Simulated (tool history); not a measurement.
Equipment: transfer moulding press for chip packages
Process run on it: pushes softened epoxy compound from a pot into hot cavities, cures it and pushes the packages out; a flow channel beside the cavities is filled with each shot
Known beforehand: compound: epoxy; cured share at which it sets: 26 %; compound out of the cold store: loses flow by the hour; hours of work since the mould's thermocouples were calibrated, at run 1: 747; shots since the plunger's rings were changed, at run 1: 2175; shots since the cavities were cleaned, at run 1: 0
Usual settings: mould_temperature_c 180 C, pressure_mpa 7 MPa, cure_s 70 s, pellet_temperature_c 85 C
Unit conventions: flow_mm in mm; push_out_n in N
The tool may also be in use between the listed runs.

| run | hour | mould_temperature_c | pressure_mpa | cure_s | pellet_temperature_c | hours of work since the mould's thermocouples were calibrated | shots since the plunger's rings were changed | shots since the cavities were cleaned | incoming compound's hours out of the cold store | flow_mm | push_out_n |
|---|---|---|---|---|---|---|---|---|---|---|---|
| 1 | 0 | 180 | 7 | 70 | 85 | 747 | 2175 | 0 | 28.7 | 502.3 | 735 |
| 2 | 29.1 | 180 | 7 | 70 | 85 | 762 | 2518 | 343 | 17.8 | 518.1 | 735 |
|  | 57.1 | cavities cleaned with cleaning compound and waxed |
|  | 62.4 | plunger's sealing rings changed |
| 3 | 67.8 | 180 | 7 | 70 | 85 | 781 | 63 | 96 | 40.6 | 485.6 | 734 |
| 4 | 99.1 | 180 | 7 | 70 | 85 | 797 | 433 | 466 | 15.7 | 522.1 | 744 |
|  | 116.3 | cavities cleaned with cleaning compound and waxed |
| 5 | 117.6 | 185 | 7 | 70 | 85 | 806 | 632 | 15 | 35.5 | 483.8 | 512 |
|  | 148.4 | mould's thermocouples calibrated |
| 6 | 148.5 | 185 | 7 | 70 | 85 | 0 | 973 | 356 | 26.8 | 496.1 | 504 |
|  | 172.8 | cavities cleaned with cleaning compound and waxed |
| 7 | 191.7 | 185 | 7 | 70 | 85 | 22 | 1465 | 223 | 9.6 | 519.6 | 535 |
| 8 | 220.7 | 185 | 7 | 70 | 85 | 38 | 1807 | 565 | 17.2 | 509.2 | 529 |
|  | 230.6 | cavities cleaned with cleaning compound and waxed |
| 9 | 256.3 | 185 | 8.12 | 70 | 85 | 56 | 2208 | 303 | 37.6 | 516.9 | 517 |
| 10 | 282.3 | 185 | 8.12 | 70 | 85 | 70 | 2514 | 609 | 35.8 | 519.9 | 526 |
|  | 286.4 | cavities cleaned with cleaning compound and waxed |
|  | 316.8 | plunger's sealing rings changed |
| 11 | 317.6 | 185 | 8.12 | 70 | 85 | 86 | 10 | 339 | 15.3 | 553.1 | 524 |
|  | 344.2 | cavities cleaned with cleaning compound and waxed |
| 12 | 348.5 | 178 | 7.79 | 70 | 92 | 102 | 356 | 51 | 32.1 | 528.1 | 777 |
| 13 | 371.7 | 178 | 7.79 | 70 | 92 | 114 | 630 | 325 | 15 | 554 | 851 |

How the hidden state differs across the entries between the runs, from the last listed run before each to the first after it:
Run 2 -> run 3: cavities cleaned with cleaning compound and waxed (hour 57.1); plunger's sealing rings changed (hour 62.4)
  pressure that reaches the compound, % of what is set: 99.88 -> 99.99; grip of the stained cavities, % over clean ones': 0.9 -> 0.3
Run 4 -> run 5: cavities cleaned with cleaning compound and waxed (hour 116.3)
  pressure that reaches the compound, % of what is set: 99.98 -> 99.97; grip of the stained cavities, % over clean ones': 1 -> 0.1
Run 5 -> run 6: mould's thermocouples calibrated (hour 148.4)
  true mould temperature over the reading, C: -0.05 -> 0; pressure that reaches the compound, % of what is set: 99.97 -> 99.95; grip of the stained cavities, % over clean ones': 0.1 -> 0.9
Run 6 -> run 7: cavities cleaned with cleaning compound and waxed (hour 172.8)
  pressure that reaches the compound, % of what is set: 99.95 -> 99.93; grip of the stained cavities, % over clean ones': 0.9 -> 0.6
Run 8 -> run 9: cavities cleaned with cleaning compound and waxed (hour 230.6)
  pressure that reaches the compound, % of what is set: 99.92 -> 99.9; grip of the stained cavities, % over clean ones': 1.2 -> 0.7
Run 10 -> run 11: cavities cleaned with cleaning compound and waxed (hour 286.4); plunger's sealing rings changed (hour 316.8)
  pressure that reaches the compound, % of what is set: 99.89 -> 99.99; grip of the stained cavities, % over clean ones': 1.1 -> 0.8
Run 11 -> run 12: cavities cleaned with cleaning compound and waxed (hour 344.2)
  pressure that reaches the compound, % of what is set: 99.99 -> 99.98; grip of the stained cavities, % over clean ones': 0.8 -> 0.1

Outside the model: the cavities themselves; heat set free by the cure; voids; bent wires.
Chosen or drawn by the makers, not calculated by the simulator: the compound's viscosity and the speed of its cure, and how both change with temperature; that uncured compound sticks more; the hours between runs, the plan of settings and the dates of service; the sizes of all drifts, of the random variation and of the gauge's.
